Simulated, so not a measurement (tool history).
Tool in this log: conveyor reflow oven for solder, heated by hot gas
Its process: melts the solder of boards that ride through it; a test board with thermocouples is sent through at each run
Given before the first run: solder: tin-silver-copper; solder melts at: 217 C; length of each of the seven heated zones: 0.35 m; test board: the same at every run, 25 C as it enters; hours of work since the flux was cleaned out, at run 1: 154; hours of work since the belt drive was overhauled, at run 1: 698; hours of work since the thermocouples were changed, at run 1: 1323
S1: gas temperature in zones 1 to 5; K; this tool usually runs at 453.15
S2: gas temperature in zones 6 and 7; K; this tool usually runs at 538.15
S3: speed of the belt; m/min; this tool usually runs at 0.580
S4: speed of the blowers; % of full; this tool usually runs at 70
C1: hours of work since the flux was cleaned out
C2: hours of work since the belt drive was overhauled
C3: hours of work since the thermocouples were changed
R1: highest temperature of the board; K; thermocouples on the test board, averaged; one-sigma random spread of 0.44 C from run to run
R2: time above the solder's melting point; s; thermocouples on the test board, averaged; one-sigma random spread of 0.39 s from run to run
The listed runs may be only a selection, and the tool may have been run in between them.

Run 1, hour 0.0: usual settings; C1 154; C2 698; C3 1323. Result: R1 519.15 K, R2 51.7 s.
At hour 7.0: thermocouples of zones 6 and 7 changed.
At hour 47.3: flux residue cleaned out of gas plates and filters.
Run 2, hour 78.1: usual settings; C1 22; C2 749; C3 47. Result: R1 522.05 K, R2 54.9 s.
Run 3, hour 149.1: usual settings; C1 73; C2 800; C3 98. Result: R1 522.35 K, R2 54.7 s.
Run 4, hour 195.6: usual settings; C1 106; C2 833; C3 131. Result: R1 522.05 K, R2 54.3 s.
Run 5, hour 255.2: usual settings; C1 149; C2 876; C3 174. Result: R1 521.55 K, R2 53.9 s.
At hour 310.7: flux residue cleaned out of gas plates and filters.
Run 6, hour 320.1: usual settings; C1 7; C2 918; C3 217. Result: R1 522.45 K, R2 55.6 s.
Run 7, hour 375.1: usual settings; C1 46; C2 958; C3 256. Result: R1 521.45 K, R2 54.8 s.
At hour 393.9: belt drive overhauled, speed set with a stopwatch.
Run 8, hour 418.3: usual settings; C1 74; C2 17; C3 284. Result: R1 520.85 K, R2 52.8 s.
Run 9, hour 491.6: usual settings; C1 127; C2 70; C3 337. Result: R1 520.65 K, R2 52.2 s.
Run 10, hour 542.5: usual settings; C1 163; C2 106; C3 373. Result: R1 519.25 K, R2 52.1 s.
At hour 575.4: flux residue cleaned out of gas plates and filters.
Run 11, hour 620.8: usual settings; C1 32; C2 159; C3 425. Result: R1 520.55 K, R2 52.5 s.
Run 12, hour 701.4: usual settings; C1 90; C2 216; C3 483. Result: R1 520.75 K, R2 53.2 s.
Run 13, hour 743.0: usual settings; C1 120; C2 246; C3 513. Result: R1 519.85 K, R2 51.9 s.
Run 14, hour 815.8: usual settings; C1 172; C2 298; C3 565. Result: R1 519.75 K, R2 51.8 s.
At hour 835.5: flux residue cleaned out of gas plates and filters.
Run 15, hour 883.8: usual settings; C1 35; C2 343; C3 610. Result: R1 520.95 K, R2 53.1 s.
Run 16, hour 928.5: usual settings but S1 458.15 K; C1 67; C2 375; C3 642. Result: R1 522.25 K, R2 55.9 s.
Run 17, hour 993.7: usual settings but S4 51 % of full; C1 113; C2 422; C3 689. Result: R1 513.75 K, R2 44.4 s.
Run 18, hour 1029.6: usual settings but S3 0.593 m/min, S4 58 % of full; C1 139; C2 448; C3 714. Result: R1 515.75 K, R2 46.0 s.
At hour 1097.8: flux residue cleaned out of gas plates and filters.
Run 19, hour 1101.8: usual settings but S1 450.15 K, S3 0.508 m/min; C1 3; C2 496; C3 762. Result: R1 525.35 K, R2 64.1 s.
Run 20, hour 1155.2: usual settings but S2 527.15 K, S3 0.684 m/min, S4 80 % of full; C1 41; C2 534; C3 801. Result: R1 509.55 K, R2 34.8 s.
Run 21, hour 1209.5: usual settings but S1 446.15 K, S2 542.15 K, S3 0.622 m/min, S4 69 % of full; C1 80; C2 573; C3 839. Result: R1 519.85 K, R2 45.1 s.
Run 22, hour 1282.2: usual settings but S1 446.15 K, S2 542.15 K, S3 0.622 m/min, S4 69 % of full; C1 132; C2 625; C3 891. Result: R1 519.35 K, R2 44.7 s.
At hour 1357.6: flux residue cleaned out of gas plates and filters.
Run 23, hour 1361.0: usual settings but S1 446.15 K, S2 542.15 K, S3 0.622 m/min, S4 69 % of full; C1 2; C2 677; C3 944. Result: R1 519.95 K, R2 46.6 s.
Run 24, hour 1411.2: usual settings but S2 543.15 K, S3 0.600 m/min; C1 38; C2 713; C3 980. Result: R1 523.85 K, R2 53.4 s.
Run 25, hour 1446.3: usual settings but S4 61 % of full; C1 63; C2 739; C3 1005. Result: R1 517.35 K, R2 49.9 s.
Run 26, hour 1483.1: usual settings but S1 465.15 K, S2 531.15 K, S3 0.614 m/min, S4 61 % of full; C1 90; C2 765; C3 1032. Result: R1 513.05 K, R2 47.2 s.
Run 27, hour 1554.3: usual settings but S1 448.15 K, S3 0.660 m/min, S4 76 % of full; C1 141; C2 816; C3 1082. Result: R1 516.55 K, R2 41.5 s.
At hour 1618.7: flux residue cleaned out of gas plates and filters.
Run 28, hour 1623.4: usual settings but S2 553.15 K, S4 61 % of full; C1 3; C2 862; C3 1128. Result: R1 530.75 K, R2 59.4 s.
Run 29, hour 1697.5: usual settings but S2 553.15 K, S4 61 % of full; C1 56; C2 915; C3 1181. Result: R1 530.35 K, R2 59.7 s.
Run 30, hour 1743.3: usual settings but S1 447.15 K, S3 0.613 m/min, S4 78 % of full; C1 89; C2 947; C3 1214. Result: R1 519.15 K, R2 47.6 s.
At hour 1781.6: belt drive overhauled, speed set with a stopwatch.
Run 31, hour 1793.1: usual settings but S1 447.15 K, S3 0.613 m/min, S4 78 % of full; C1 122; C2 8; C3 1247. Result: R1 517.75 K, R2 45.4 s.

Hidden state at the last listed run before each entry between runs and at the first one after, where it differs:
Between runs 1 and 2: thermocouples of zones 6 and 7 changed (hour 7.0); flux residue cleaned out of gas plates and filters (hour 47.3)
  heat that the gas passes to the board, % of a clean oven's: 92.8 -> 98.8; belt's true speed, % of the reading: 98.18 -> 98.04; true gas temperature in zones 6 and 7 over the reading, C: -2.45 -> -0.41
  what was measured, less what the result would be without the hidden state, R1: -3.20 -> -0.10 K; R2: -1.9 -> +1.2 s
Between runs 5 and 6: flux residue cleaned out of gas plates and filters (hour 310.7)
  heat that the gas passes to the board, % of a clean oven's: 93.8 -> 98.9; belt's true speed, % of the reading: 97.71 -> 97.6; true gas temperature in zones 6 and 7 over the reading, C: -0.65 -> -0.72
  what was measured, less what the result would be without the hidden state, R1: -1.40 -> -0.10 K; R2: +0.0 -> +1.4 s
Between runs 7 and 8: belt drive overhauled, speed set with a stopwatch (hour 393.9)
  heat that the gas passes to the board, % of a clean oven's: 97.1 -> 96; belt's true speed, % of the reading: 97.5 -> 100.01; true gas temperature in zones 6 and 7 over the reading, C: -0.79 -> -0.84
  what was measured, less what the result would be without the hidden state, R1: -0.60 -> -1.70 K; R2: +1.0 -> -1.6 s
Between runs 10 and 11: flux residue cleaned out of gas plates and filters (hour 575.4)
  heat that the gas passes to the board, % of a clean oven's: 92.5 -> 98.1; belt's true speed, % of the reading: 99.78 -> 99.64; true gas temperature in zones 6 and 7 over the reading, C: -1.02 -> -1.11
  what was measured, less what the result would be without the hidden state, R1: -2.70 -> -1.30 K; R2: -2.5 -> -0.8 s
Between runs 14 and 15: flux residue cleaned out of gas plates and filters (hour 835.5)
  heat that the gas passes to the board, % of a clean oven's: 92.5 -> 97.8; belt's true speed, % of the reading: 99.27 -> 99.15; true gas temperature in zones 6 and 7 over the reading, C: -1.38 -> -1.47
  what was measured, less what the result would be without the hidden state, R1: -2.80 -> -1.50 K; R2: -2.3 -> -0.7 s
Between runs 18 and 19: flux residue cleaned out of gas plates and filters (hour 1097.8)
  heat that the gas passes to the board, % of a clean oven's: 93.7 -> 99.4; belt's true speed, % of the reading: 98.89 -> 98.76; true gas temperature in zones 6 and 7 over the reading, C: -1.67 -> -1.77
  what was measured, less what the result would be without the hidden state, R1: -2.50 -> -1.40 K; R2: -2.0 -> -0.1 s
Between runs 22 and 23: flux residue cleaned out of gas plates and filters (hour 1357.6)
  heat that the gas passes to the board, % of a clean oven's: 93.9 -> 99.4; belt's true speed, % of the reading: 98.42 -> 98.29; true gas temperature in zones 6 and 7 over the reading, C: -2.02 -> -2.12
  what was measured, less what the result would be without the hidden state, R1: -2.90 -> -1.30 K; R2: -1.7 -> -0.1 s
Between runs 27 and 28: flux residue cleaned out of gas plates and filters (hour 1618.7)
  heat that the gas passes to the board, % of a clean oven's: 93.8 -> 99.8; belt's true speed, % of the reading: 97.94 -> 97.82; true gas temperature in zones 6 and 7 over the reading, C: -2.37 -> -2.46
  what was measured, less what the result would be without the hidden state, R1: -3.10 -> -1.30 K; R2: -1.9 -> +0.7 s
Between runs 30 and 31: belt drive overhauled, speed set with a stopwatch (hour 1781.6)
  heat that the gas passes to the board, % of a clean oven's: 96.5 -> 95.2; belt's true speed, % of the reading: 97.6 -> 99.82; true gas temperature in zones 6 and 7 over the reading, C: -2.62 -> -2.69
  what was measured, less what the result would be without the hidden state, R1: -2.40 -> -3.50 K; R2: -0.7 -> -3.0 s
